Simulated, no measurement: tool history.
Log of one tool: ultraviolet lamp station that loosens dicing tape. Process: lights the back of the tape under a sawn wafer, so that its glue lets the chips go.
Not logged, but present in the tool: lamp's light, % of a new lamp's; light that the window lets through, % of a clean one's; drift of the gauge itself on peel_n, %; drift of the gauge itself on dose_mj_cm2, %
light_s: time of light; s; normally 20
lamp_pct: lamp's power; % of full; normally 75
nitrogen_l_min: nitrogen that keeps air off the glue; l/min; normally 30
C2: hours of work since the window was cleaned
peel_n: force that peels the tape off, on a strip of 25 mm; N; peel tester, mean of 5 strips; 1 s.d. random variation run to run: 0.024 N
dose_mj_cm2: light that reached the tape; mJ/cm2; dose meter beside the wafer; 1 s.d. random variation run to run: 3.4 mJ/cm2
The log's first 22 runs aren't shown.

run 23 hour=402.0 | light_s=34 lamp_pct=99 nitrogen_l_min=10 | hours_of_work_of_the_lamp=502 C2=15 | peel_n=0.420 dose_mj_cm2=1226
run 24 hour=427.1 | light_s=34 lamp_pct=99 nitrogen_l_min=10 | hours_of_work_of_the_lamp=518 C2=31 | peel_n=0.447 dose_mj_cm2=1243
run 25 hour=441.0 | light_s=34 lamp_pct=99 nitrogen_l_min=10 | hours_of_work_of_the_lamp=527 C2=40 | peel_n=0.428 dose_mj_cm2=1229
run 26 hour=459.9 | light_s=13 lamp_pct=75 nitrogen_l_min=27 | hours_of_work_of_the_lamp=539 C2=52 | peel_n=2.456 dose_mj_cm2=353
run 27 hour=477.2 | light_s=13 lamp_pct=75 nitrogen_l_min=27 | hours_of_work_of_the_lamp=550 C2=63 | peel_n=2.469 dose_mj_cm2=353
run 28 hour=499.7 | light_s=13 lamp_pct=75 nitrogen_l_min=27 | hours_of_work_of_the_lamp=565 C2=77 | peel_n=2.530 dose_mj_cm2=360
run 29 hour=512.9 | light_s=31 lamp_pct=75 nitrogen_l_min=18 | hours_of_work_of_the_lamp=573 C2=86 | peel_n=0.653 dose_mj_cm2=842
run 30 hour=537.6 | light_s=31 lamp_pct=75 nitrogen_l_min=18 | hours_of_work_of_the_lamp=589 C2=101 | peel_n=0.646 dose_mj_cm2=851
run 31 hour=548.8 | light_s=26 lamp_pct=79 nitrogen_l_min=18 | hours_of_work_of_the_lamp=596 C2=109 | peel_n=0.852 dose_mj_cm2=759
run 32 hour=570.7 | light_s=20 lamp_pct=68 nitrogen_l_min=14 | hours_of_work_of_the_lamp=610 C2=123 | peel_n=2.035 dose_mj_cm2=495
run 33 hour=581.6 | light_s=20 lamp_pct=68 nitrogen_l_min=14 | hours_of_work_of_the_lamp=617 C2=129 | peel_n=2.117 dose_mj_cm2=501

Here are 3 independent what-if runs from the current tool condition. What would each one return?
-- hour=596.4 lamp changed
run A hour=598.5 | light_s=12 lamp_pct=83 nitrogen_l_min=30 | hours_of_work_of_the_lamp=1 C2=140 | peel_n=? dose_mj_cm2=?
-- hour=596.4 lamp changed
run B hour=598.5 | light_s=20 lamp_pct=91 nitrogen_l_min=30 | hours_of_work_of_the_lamp=1 C2=140 | peel_n=? dose_mj_cm2=?
-- hour=596.4 lamp changed
run C hour=598.5 | light_s=20 lamp_pct=68 nitrogen_l_min=33 | hours_of_work_of_the_lamp=1 C2=140 | peel_n=? dose_mj_cm2=?

run=A peel_n=2.248 dose_mj_cm2=364
run=B peel_n=0.789 dose_mj_cm2=670
run=C peel_n=1.382 dose_mj_cm2=498
The same runs, with their run-to-run variation unchanged, on a tool lacking any hidden condition would have given:
run=A peel_n=2.246 dose_mj_cm2=364
run=B peel_n=0.787 dose_mj_cm2=671
run=C peel_n=1.380 dose_mj_cm2=498

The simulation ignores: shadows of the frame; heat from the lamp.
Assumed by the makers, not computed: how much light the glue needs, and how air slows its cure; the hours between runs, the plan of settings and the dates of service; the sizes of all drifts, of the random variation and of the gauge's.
